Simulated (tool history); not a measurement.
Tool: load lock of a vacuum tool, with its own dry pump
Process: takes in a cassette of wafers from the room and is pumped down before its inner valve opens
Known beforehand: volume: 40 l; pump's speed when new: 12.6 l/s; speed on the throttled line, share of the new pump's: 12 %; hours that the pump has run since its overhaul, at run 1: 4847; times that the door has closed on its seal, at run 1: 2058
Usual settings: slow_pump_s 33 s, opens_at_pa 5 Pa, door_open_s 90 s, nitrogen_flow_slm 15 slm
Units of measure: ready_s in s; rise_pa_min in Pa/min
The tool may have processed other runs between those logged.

run,hour,slow_pump_s,opens_at_pa,door_open_s,nitrogen_flow_slm,hours that the pump has run since its overhaul,times that the door has closed on its seal,"incoming humidity of the room's air, %",ready_s,rise_pa_min
1,0,33,5,90,15,4847,2058,47.2,63.9,0.064
2,41.9,33,5,90,15,4889,2117,47.5,62.6,0.07
3,86.3,33,5,90,15,4933,2178,44.9,64.4,0.063
4,155.4,33,5,90,15,5002,2275,48.2,63.5,0.067
5,195.9,33,5,90,15,5043,2331,46.2,63.7,0.063
6,271.2,33,5,90,15,5118,2436,47.7,64,0.063
7,325.3,33,5,90,15,5172,2511,45.5,63.4,0.062
8,364.8,33,5,90,15,5212,2566,43.5,63.2,0.071
9,441.9,21,10,47,15,5289,2673,42.7,49.8,0.043
10,528.2,47,10,47,16,5375,2794,43.7,72.8,0.042
11,573,47,10,47,7,5420,2856,43,72.3,0.059
12,670.7,24,8,139,33,5518,2992,45.3,54.6,0.053
13,762.1,31,8,139,33,5609,3119,43.1,60.3,0.049

Predict each of these 5 candidate next runs independently; none follows another, all start after run 13:
A,832.3,16,5,56,15,5679,3217,45.4,?,?
B,832.3,25,4,90,15,5679,3217,43.2,?,?
C,832.3,23,6,90,44,5679,3217,48.4,?,?
D,832.3,33,5,183,45,5679,3217,45,?,?
E,832.3,34,8,202,18,5679,3217,46.1,?,?

run,ready_s,rise_pa_min
A,49.7,0.05
B,57.9,0.065
C,54.1,0.039
D,64.2,0.051
E,62.8,0.101
With the hidden condition removed and each run's random variation left untouched, the same runs would have given:
run,ready_s,rise_pa_min
A,46.9,0.043
B,55.1,0.057
C,51.5,0.031
D,61.6,0.044
E,60.4,0.094
